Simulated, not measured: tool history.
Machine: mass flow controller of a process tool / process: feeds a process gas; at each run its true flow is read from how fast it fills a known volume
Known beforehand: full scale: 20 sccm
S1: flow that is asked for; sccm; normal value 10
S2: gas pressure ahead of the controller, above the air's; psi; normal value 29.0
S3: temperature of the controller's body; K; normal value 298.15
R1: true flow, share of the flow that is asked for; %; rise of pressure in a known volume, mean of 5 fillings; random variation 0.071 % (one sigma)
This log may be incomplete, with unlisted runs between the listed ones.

run	day	S1	S2	S3	R1
1	0.000	10	29.0	298.15	99.77
2	17.133	10	29.0	298.15	99.70
3	35.338	10	29.0	298.15	99.94
4	59.383	10	29.0	298.15	100.03
5	83.296	10	29.0	298.15	100.07
6	107.446	10	29.0	298.15	100.18
7	119.350	10	29.0	298.15	100.13
8	136.567	10	29.0	298.15	100.25
9	148.862	10	29.0	298.15	100.25
10	162.308	10	29.0	298.15	100.24
11	179.642	10	29.0	298.15	100.27
12	191.396	10	29.0	298.15	100.49
13	204.158	10	29.0	298.15	100.34
# day 212.429: controller's zero set anew
14	225.658	10	29.0	293.15	100.04
15	239.262	10	29.0	293.15	99.96
16	258.104	10	29.0	293.15	100.25
17	268.129	10	32.6	298.15	100.46
18	280.838	10	29.0	298.15	100.87
19	293.496	10	29.0	298.15	100.97
20	309.179	10	29.0	298.15	100.93
21	323.267	10	29.0	298.15	100.87
22	343.029	10	29.0	298.15	101.17
23	363.558	10	29.0	298.15	100.96
24	385.762	10	29.0	298.15	101.24
25	399.175	10	29.0	298.15	101.29
26	415.571	10	29.0	298.15	101.19
27	435.804	9	29.0	305.15	102.07
28	454.821	3	21.6	302.15	102.21
29	467.350	10	26.1	306.15	102.61
30	490.808	7	40.5	302.15	101.43
# day 495.383: gauge calibrated
31	510.754	2	23.5	306.15	100.78
# day 514.929: controller's zero set anew
32	523.033	6	20.6	312.15	101.86
33	539.454	4	21.6	301.15	100.42
34	549.504	17	33.4	305.15	100.79
35	568.258	5	29.0	298.15	99.99
# day 572.250: controller exchanged for a calibrated one
36	582.917	15	25.5	302.15	100.73
37	606.488	8	21.9	298.15	100.44
38	619.212	5	36.5	309.15	100.84
39	634.192	5	36.5	309.15	100.94
40	649.304	14	20.7	298.15	100.92
41	666.708	9	31.8	298.15	100.20
42	689.283	9	31.8	298.15	100.20
43	711.408	16	24.1	295.15	100.69
44	735.058	6	23.9	295.15	100.54
45	745.079	6	23.9	295.15	100.58
46	761.692	15	28.9	295.15	100.45
47	782.696	7	29.0	296.15	100.39
48	805.025	7	29.0	296.15	100.48

Predict each of these 4 candidate next runs independently; none follows another, all start after run 48:
A	817.733	2	40.5	297.15	?
B	817.733	10	23.2	296.15	?
C	817.733	4	29.0	303.15	?
D	817.733	6	29.0	299.15	?

run	R1
A	100.02
B	101.07
C	101.36
D	100.93
The same runs, with their run-to-run variation unchanged, on a tool lacking any hidden condition would have given:
run	R1
A	98.88
B	99.90
C	100.19
D	99.76
